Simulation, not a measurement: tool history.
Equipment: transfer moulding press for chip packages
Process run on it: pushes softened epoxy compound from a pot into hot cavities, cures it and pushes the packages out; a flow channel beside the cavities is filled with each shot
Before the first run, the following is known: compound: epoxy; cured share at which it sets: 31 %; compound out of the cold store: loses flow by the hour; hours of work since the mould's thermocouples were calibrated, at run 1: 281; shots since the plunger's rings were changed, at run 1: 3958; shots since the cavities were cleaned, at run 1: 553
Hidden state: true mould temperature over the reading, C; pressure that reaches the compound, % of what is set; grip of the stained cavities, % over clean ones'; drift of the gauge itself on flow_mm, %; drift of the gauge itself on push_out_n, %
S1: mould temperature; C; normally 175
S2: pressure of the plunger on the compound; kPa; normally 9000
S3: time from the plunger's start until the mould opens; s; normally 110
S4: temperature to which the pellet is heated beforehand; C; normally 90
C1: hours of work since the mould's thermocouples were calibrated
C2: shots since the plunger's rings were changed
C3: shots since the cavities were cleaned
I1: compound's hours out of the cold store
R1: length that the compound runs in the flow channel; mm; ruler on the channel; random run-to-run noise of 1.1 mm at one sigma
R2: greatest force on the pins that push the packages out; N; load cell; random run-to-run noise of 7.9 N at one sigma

run   hour   S1     S2   S3  S4   C1    C2   C3    I1   R1   R2
  1      0  175   9000  110  90  281  3958  553   9.1  725  523
  2   11.1  175   9000  110  90  288  4086  681    18  679  533
      17.6  -- cavities cleaned with cleaning compound and waxed
  3   20.6  175   9000  110  90  293  4178   34  26.1  639  354
  4   25.2  175   9970  110  90  296  4232   88  43.9  592  367
  5     36  175   9970  110  90  303  4357  213  36.9  623  411
      41.2  -- plunger's sealing rings changed
  6   46.5  175   9970  110  90  308    62  305    46  609  419
  7   55.2  175   9000  110  94  314   161  404  15.7  718  474
  8   64.7  175   9000  110  94  320   271  514  25.2  670  507
  9   73.9  175   9000  110  94  326   378  621  31.3  640  500
 10   82.6  175   9000  110  94  331   478  721  47.2  572  506
        86  -- cavities cleaned with cleaning compound and waxed
 11   90.8  175   9000  110  94  336   554   55  25.4  667  356
 12   98.3  174   9370  110  81  340   642  143  25.2  686  406
 13  106.9  180   9070  141  81  346   740  241    27  649  341
 14  112.2  180   9070  141  81  349   802  303    27  648  358
 15  119.1  170   9000  128  90  354   881  382  10.6  758  506
 16  124.1  170   9000  128  90  357   939  440  15.9  730  535
 17  132.6  179  10190  128  84  362  1036  537  46.6  597  413
 18  139.4  170  10190  103  91  367  1115  616  32.2  687  763
 19  145.7  173   8170  131  85  371  1188  689  42.5  565  459
     151.9  -- cavities cleaned with cleaning compound and waxed
 20    155  175   8290  110  98  376  1278   36  22.5  647  358
 21  160.7  175   8290  110  98  380  1343  101    39  578  372

Measured result minus the same run's result without the hidden state. Both carry the same run-to-run variation, though not necessarily the same gauge scatter:
run   R1    R2
  1  -29  +170
  2  -29  +189
  3  -27   +24
  4  -26   +43
  5  -28   +82
  6   -1  +104
  7   -1  +136
  8   -2  +164
  9   -2  +179
 10   -2  +189
 11   -3   +25
 12   -3   +57
 13   -4   +70
 14   -4   +84
 15   -6  +140
 16   -6  +160
 17   -5  +136
 18   -7  +265
 19   -5  +169
 20   -7   +21
 21   -6   +42
